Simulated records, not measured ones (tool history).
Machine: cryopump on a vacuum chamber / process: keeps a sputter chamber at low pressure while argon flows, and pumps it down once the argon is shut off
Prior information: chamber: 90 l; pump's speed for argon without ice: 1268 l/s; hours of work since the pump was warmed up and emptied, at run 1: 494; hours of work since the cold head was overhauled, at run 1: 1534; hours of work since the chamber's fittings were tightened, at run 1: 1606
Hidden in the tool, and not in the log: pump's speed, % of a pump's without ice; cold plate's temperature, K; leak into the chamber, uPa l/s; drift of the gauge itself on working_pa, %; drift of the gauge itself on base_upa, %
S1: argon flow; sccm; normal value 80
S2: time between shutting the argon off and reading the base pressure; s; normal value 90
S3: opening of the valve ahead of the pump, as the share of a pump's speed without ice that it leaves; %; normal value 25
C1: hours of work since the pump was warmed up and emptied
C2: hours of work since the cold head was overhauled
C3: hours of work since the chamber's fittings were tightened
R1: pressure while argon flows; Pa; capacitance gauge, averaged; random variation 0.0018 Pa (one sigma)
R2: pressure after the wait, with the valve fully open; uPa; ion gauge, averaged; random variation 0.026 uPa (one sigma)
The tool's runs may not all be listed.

run   hour   S1   S2  S3   C1    C2    C3      R1    R2
  1      0   80   90  25  494  1534  1606  0.4862  3.98
      25.5  -- pump warmed up, emptied and cooled again
  2   40.1   80   90  25    9  1556  1628   0.429  3.03
  3   86.5   57   90  25   38  1585  1657  0.3102  3.09
  4    133   57   90  25   67  1614  1686  0.3092  3.15
  5  181.9   80   90  25   97  1644  1716  0.4341  3.17
  6  240.7   80   90  25  134  1681  1753  0.4398  3.45
  7  291.4   80   90  25  165  1712  1784  0.4422  3.42
  8  335.4   80   90  25  193  1740  1812  0.4453  3.49
  9  403.9  137   95  25  235  1782  1854  0.7666   3.7
 10  456.6  122   90  28  268  1815  1887  0.6197  3.89
 11  510.8  136   31  34  302  1849  1921  0.5768   5.7
 12  576.6   66   26  27  343  1890  1962  0.3542  6.17
 13  634.2   66   26  27  378  1925  1997   0.358  6.49
 14  665.4   56  182  37  398  1945  2017  0.2307  4.04
 15  727.7   84   90  16  437  1984  2056  0.7552  4.66

Forecast each of these 3 alternatives for the next run:
  A  760.7  84   34  36  457  2004  2076   ?   ?
  B  760.7  45   90  25  457  2004  2076   ?   ?
  C  760.7  58  101  40  457  2004  2076   ?   ?

run      R1    R2
  A   0.363  6.01
  B  0.2675   4.5
  C   0.229  4.55
Without the tool's hidden state the same runs would have given:
run      R1    R2
  A  0.3113  2.58
  B  0.2398   1.1
  C  0.1933  1.06

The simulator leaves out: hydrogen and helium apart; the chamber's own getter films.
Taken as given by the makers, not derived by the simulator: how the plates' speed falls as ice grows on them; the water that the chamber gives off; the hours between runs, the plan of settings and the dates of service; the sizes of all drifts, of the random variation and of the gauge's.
